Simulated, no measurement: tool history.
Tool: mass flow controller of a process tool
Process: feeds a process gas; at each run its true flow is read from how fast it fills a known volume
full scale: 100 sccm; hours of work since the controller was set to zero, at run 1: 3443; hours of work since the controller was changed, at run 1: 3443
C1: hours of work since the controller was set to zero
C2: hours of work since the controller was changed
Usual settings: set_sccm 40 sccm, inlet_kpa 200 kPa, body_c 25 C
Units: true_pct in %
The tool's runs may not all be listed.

{"run": 1, "hour": 0.0, "set_sccm": 40, "inlet_kpa": 200, "body_c": 25, "C1": 3443, "C2": 3443, "true_pct": 96.17}
{"run": 2, "hour": 386.2, "set_sccm": 27, "inlet_kpa": 200, "body_c": 25, "C1": 3719, "C2": 3719, "true_pct": 96.19}
{"run": 3, "hour": 653.3, "set_sccm": 40, "inlet_kpa": 200, "body_c": 25, "C1": 3910, "C2": 3910, "true_pct": 96.04}
{"run": 4, "hour": 908.8, "set_sccm": 40, "inlet_kpa": 200, "body_c": 25, "C1": 4093, "C2": 4093, "true_pct": 95.85}
{"run": 5, "hour": 1362.8, "set_sccm": 40, "inlet_kpa": 200, "body_c": 25, "C1": 4418, "C2": 4418, "true_pct": 95.71}
{"run": 6, "hour": 1607.5, "set_sccm": 40, "inlet_kpa": 162, "body_c": 25, "C1": 4593, "C2": 4593, "true_pct": 95.65}
{"run": 7, "hour": 1932.5, "set_sccm": 40, "inlet_kpa": 162, "body_c": 28, "C1": 4826, "C2": 4826, "true_pct": 95.79}
{"run": 8, "hour": 2394.8, "set_sccm": 40, "inlet_kpa": 162, "body_c": 28, "C1": 5156, "C2": 5156, "true_pct": 95.5}
{"run": 9, "hour": 2688.6, "set_sccm": 40, "inlet_kpa": 200, "body_c": 25, "C1": 5367, "C2": 5367, "true_pct": 94.94}
{"hour": 2975.6, "done": "controller exchanged for a calibrated one"}
{"run": 10, "hour": 3056.6, "set_sccm": 40, "inlet_kpa": 200, "body_c": 25, "C1": 58, "C2": 58, "true_pct": 98.3}
{"run": 11, "hour": 3519.7, "set_sccm": 40, "inlet_kpa": 200, "body_c": 34, "C1": 389, "C2": 389, "true_pct": 98.81}
{"run": 12, "hour": 3719.4, "set_sccm": 40, "inlet_kpa": 200, "body_c": 25, "C1": 532, "C2": 532, "true_pct": 98.06}
{"run": 13, "hour": 4161.8, "set_sccm": 40, "inlet_kpa": 200, "body_c": 25, "C1": 849, "C2": 849, "true_pct": 97.86}
{"run": 14, "hour": 4564.4, "set_sccm": 40, "inlet_kpa": 200, "body_c": 39, "C1": 1137, "C2": 1137, "true_pct": 98.64}
{"run": 15, "hour": 4784.6, "set_sccm": 40, "inlet_kpa": 200, "body_c": 25, "C1": 1294, "C2": 1294, "true_pct": 97.61}
{"run": 16, "hour": 5107.3, "set_sccm": 40, "inlet_kpa": 200, "body_c": 25, "C1": 1525, "C2": 1525, "true_pct": 97.33}
{"run": 17, "hour": 5567.9, "set_sccm": 40, "inlet_kpa": 200, "body_c": 25, "C1": 1855, "C2": 1855, "true_pct": 97.23}
{"run": 18, "hour": 5989.3, "set_sccm": 40, "inlet_kpa": 200, "body_c": 22, "C1": 2156, "C2": 2156, "true_pct": 96.67}
{"run": 19, "hour": 6442.0, "set_sccm": 40, "inlet_kpa": 200, "body_c": 22, "C1": 2480, "C2": 2480, "true_pct": 96.46}
{"run": 20, "hour": 6639.2, "set_sccm": 40, "inlet_kpa": 200, "body_c": 22, "C1": 2621, "C2": 2621, "true_pct": 96.49}
{"run": 21, "hour": 6877.7, "set_sccm": 40, "inlet_kpa": 200, "body_c": 22, "C1": 2792, "C2": 2792, "true_pct": 96.38}
{"run": 22, "hour": 7118.1, "set_sccm": 40, "inlet_kpa": 200, "body_c": 22, "C1": 2964, "C2": 2964, "true_pct": 96.25}
{"run": 23, "hour": 7536.1, "set_sccm": 69, "inlet_kpa": 266, "body_c": 34, "C1": 3263, "C2": 3263, "true_pct": 97.17}
{"run": 24, "hour": 7774.7, "set_sccm": 40, "inlet_kpa": 200, "body_c": 28, "C1": 3434, "C2": 3434, "true_pct": 96.45}
{"run": 25, "hour": 8119.1, "set_sccm": 35, "inlet_kpa": 200, "body_c": 32, "C1": 3680, "C2": 3680, "true_pct": 96.62}
{"run": 26, "hour": 8352.7, "set_sccm": 11, "inlet_kpa": 200, "body_c": 35, "C1": 3848, "C2": 3848, "true_pct": 98.01}
{"run": 27, "hour": 8774.0, "set_sccm": 29, "inlet_kpa": 146, "body_c": 25, "C1": 4149, "C2": 4149, "true_pct": 95.95}
{"run": 28, "hour": 9163.2, "set_sccm": 26, "inlet_kpa": 185, "body_c": 20, "C1": 4428, "C2": 4428, "true_pct": 95.46}
{"run": 29, "hour": 9382.8, "set_sccm": 40, "inlet_kpa": 200, "body_c": 26, "C1": 4585, "C2": 4585, "true_pct": 95.7}
{"run": 30, "hour": 9693.8, "set_sccm": 81, "inlet_kpa": 195, "body_c": 22, "C1": 4807, "C2": 4807, "true_pct": 95.68}
{"run": 31, "hour": 9922.5, "set_sccm": 81, "inlet_kpa": 195, "body_c": 22, "C1": 4971, "C2": 4971, "true_pct": 95.56}
{"run": 32, "hour": 10154.3, "set_sccm": 81, "inlet_kpa": 195, "body_c": 22, "C1": 5137, "C2": 5137, "true_pct": 95.49}
{"run": 33, "hour": 10434.0, "set_sccm": 81, "inlet_kpa": 195, "body_c": 22, "C1": 5337, "C2": 5337, "true_pct": 95.4}
{"run": 34, "hour": 10674.6, "set_sccm": 81, "inlet_kpa": 195, "body_c": 22, "C1": 5509, "C2": 5509, "true_pct": 95.38}
{"hour": 10785.0, "done": "controller exchanged for a calibrated one"}
{"run": 35, "hour": 10982.2, "set_sccm": 81, "inlet_kpa": 195, "body_c": 22, "C1": 141, "C2": 141, "true_pct": 99.16}
{"run": 36, "hour": 11185.0, "set_sccm": 38, "inlet_kpa": 200, "body_c": 25, "C1": 286, "C2": 286, "true_pct": 98.22}
{"run": 37, "hour": 11573.0, "set_sccm": 40, "inlet_kpa": 188, "body_c": 35, "C1": 564, "C2": 564, "true_pct": 98.89}
{"run": 38, "hour": 11930.2, "set_sccm": 16, "inlet_kpa": 145, "body_c": 24, "C1": 819, "C2": 819, "true_pct": 97.76}
{"run": 39, "hour": 12160.7, "set_sccm": 98, "inlet_kpa": 184, "body_c": 22, "C1": 984, "C2": 984, "true_pct": 98.89}
{"run": 40, "hour": 12615.4, "set_sccm": 48, "inlet_kpa": 146, "body_c": 22, "C1": 1310, "C2": 1310, "true_pct": 97.81}
{"run": 41, "hour": 12866.0, "set_sccm": 48, "inlet_kpa": 146, "body_c": 22, "C1": 1489, "C2": 1489, "true_pct": 97.6}
{"run": 42, "hour": 13177.2, "set_sccm": 47, "inlet_kpa": 142, "body_c": 21, "C1": 1712, "C2": 1712, "true_pct": 97.31}

Measured less the same run without the tool's hidden state. The same run-to-run variation is in both; the gauge's scatter may not be:
The hidden state here: flow at rest that the sensor doesn't see, % of full scale; true flow over the shown one, %; drift of the gauge itself on true_pct, %.
run=1 true_pct=-2.20
run=2 true_pct=-2.00
run=3 true_pct=-2.48
run=4 true_pct=-2.60
run=5 true_pct=-2.80
run=6 true_pct=-2.91
run=7 true_pct=-3.06
run=8 true_pct=-3.29
run=9 true_pct=-3.42
run=10 true_pct=-0.06
run=11 true_pct=-0.28
run=12 true_pct=-0.37
run=13 true_pct=-0.57
run=14 true_pct=-0.77
run=15 true_pct=-0.88
run=16 true_pct=-1.04
run=17 true_pct=-1.24
run=18 true_pct=-1.44
run=19 true_pct=-1.65
run=20 true_pct=-1.74
run=21 true_pct=-1.86
run=22 true_pct=-1.96
run=23 true_pct=-2.45
run=24 true_pct=-2.25
run=25 true_pct=-2.29
run=26 true_pct=-0.27
run=27 true_pct=-2.35
run=28 true_pct=-2.34
run=29 true_pct=-2.94
run=30 true_pct=-3.62
run=31 true_pct=-3.72
run=32 true_pct=-3.85
run=33 true_pct=-3.98
run=34 true_pct=-4.10
run=35 true_pct=-0.11
run=36 true_pct=-0.17
run=37 true_pct=-0.37
run=38 true_pct=-0.18
run=39 true_pct=-0.78
run=40 true_pct=-0.90
run=41 true_pct=-1.00
run=42 true_pct=-1.14
